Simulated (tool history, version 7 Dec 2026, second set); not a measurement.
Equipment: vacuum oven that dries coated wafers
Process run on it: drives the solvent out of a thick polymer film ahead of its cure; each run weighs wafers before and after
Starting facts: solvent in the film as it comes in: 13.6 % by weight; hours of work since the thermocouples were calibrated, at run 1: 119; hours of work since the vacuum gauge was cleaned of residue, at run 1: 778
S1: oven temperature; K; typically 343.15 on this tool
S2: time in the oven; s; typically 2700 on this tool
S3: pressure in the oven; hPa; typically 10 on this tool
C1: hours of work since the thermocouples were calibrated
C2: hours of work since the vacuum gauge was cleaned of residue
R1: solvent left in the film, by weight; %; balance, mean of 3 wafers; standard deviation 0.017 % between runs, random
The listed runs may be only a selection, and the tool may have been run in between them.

| run | hour | S1 | S2 | S3 | C1 | C2 | R1 |
|---|---|---|---|---|---|---|---|
| 1 | 0 | 343.15 | 2700 | 10 | 119 | 778 | 1.31 |
| 2 | 36.3 | 343.15 | 2700 | 10 | 144 | 802 | 1.29 |
| 3 | 81.2 | 343.15 | 4560 | 10 | 175 | 833 | 1.03 |
| 4 | 130.9 | 343.15 | 2700 | 10 | 209 | 867 | 1.34 |
| 5 | 169.4 | 343.15 | 2700 | 10 | 235 | 894 | 1.34 |
| 6 | 220.2 | 343.15 | 2100 | 10 | 270 | 929 | 1.74 |
| 7 | 263.8 | 343.15 | 2700 | 10 | 300 | 958 | 1.33 |
| 8 | 311.8 | 343.15 | 2700 | 10 | 333 | 991 | 1.34 |
| 9 | 343.6 | 343.15 | 2700 | 10 | 355 | 1013 | 1.35 |
|  | 347.3 | vacuum gauge cleaned of residue and calibrated |
| 10 | 391.8 | 343.15 | 2700 | 10 | 387 | 30 | 1.11 |
| 11 | 445.1 | 343.15 | 2700 | 10 | 423 | 67 | 1.12 |
| 12 | 482.7 | 343.15 | 2700 | 10 | 449 | 93 | 1.13 |
| 13 | 523.2 | 343.15 | 2700 | 10 | 477 | 121 | 1.1 |
| 14 | 564.7 | 343.15 | 2700 | 10 | 505 | 149 | 1.12 |
| 15 | 595.1 | 343.15 | 1380 | 10 | 526 | 170 | 2.55 |
| 16 | 629.5 | 343.15 | 1380 | 10 | 550 | 193 | 2.57 |
| 17 | 672.7 | 343.15 | 1380 | 10 | 579 | 223 | 2.58 |
| 18 | 720.5 | 343.15 | 1380 | 10 | 612 | 256 | 2.57 |
| 19 | 752.3 | 334.15 | 2400 | 16.7 | 634 | 278 | 3.86 |
| 20 | 803.4 | 334.15 | 2040 | 6.2 | 669 | 313 | 3.46 |
| 21 | 840.4 | 330.15 | 4320 | 9.8 | 694 | 338 | 2.63 |
| 22 | 894.6 | 330.15 | 4320 | 9.8 | 731 | 375 | 2.64 |
| 23 | 939.5 | 332.15 | 3000 | 35.4 | 762 | 406 | 5.75 |
| 24 | 973.8 | 338.15 | 2700 | 10 | 786 | 430 | 1.98 |
| 25 | 1026.6 | 347.15 | 3000 | 10 | 822 | 466 | 0.83 |
| 26 | 1081.6 | 347.15 | 3000 | 10 | 860 | 503 | 0.8 |
| 27 | 1112.5 | 332.15 | 1440 | 11.6 | 881 | 525 | 5.83 |
| 28 | 1140.5 | 328.15 | 1740 | 11.6 | 900 | 544 | 6.42 |
| 29 | 1173.8 | 328.15 | 2640 | 13.5 | 923 | 567 | 5.19 |
| 30 | 1207.9 | 328.15 | 2640 | 13.5 | 946 | 590 | 5.19 |
| 31 | 1247.3 | 343.15 | 2700 | 9.9 | 973 | 617 | 1.22 |
| 32 | 1284.2 | 337.15 | 2700 | 19.1 | 999 | 642 | 2.99 |
| 33 | 1335.1 | 340.15 | 3900 | 12.8 | 1033 | 677 | 1.42 |
| 34 | 1390.2 | 340.15 | 3900 | 12.8 | 1071 | 715 | 1.45 |
| 35 | 1430.1 | 355.15 | 2700 | 6.5 | 1099 | 742 | 0.4 |

The logged runs with the hidden state left out (each run's random variation unchanged):
Hidden state present: true wafer temperature over the reading, C; true pressure over the reading, kPa; drift of the gauge itself on solvent_pct, %.
| run | R1 |
|---|---|
| 1 | 1.08 |
| 2 | 1.06 |
| 3 | 0.8 |
| 4 | 1.1 |
| 5 | 1.1 |
| 6 | 1.5 |
| 7 | 1.08 |
| 8 | 1.09 |
| 9 | 1.09 |
| 10 | 1.09 |
| 11 | 1.1 |
| 12 | 1.11 |
| 13 | 1.07 |
| 14 | 1.09 |
| 15 | 2.55 |
| 16 | 2.57 |
| 17 | 2.57 |
| 18 | 2.56 |
| 19 | 3.83 |
| 20 | 3.44 |
| 21 | 2.54 |
| 22 | 2.55 |
| 23 | 5.72 |
| 24 | 1.92 |
| 25 | 0.74 |
| 26 | 0.7 |
| 27 | 5.83 |
| 28 | 6.39 |
| 29 | 5.14 |
| 30 | 5.13 |
| 31 | 1.11 |
| 32 | 2.92 |
| 33 | 1.26 |
| 34 | 1.28 |
| 35 | 0.28 |
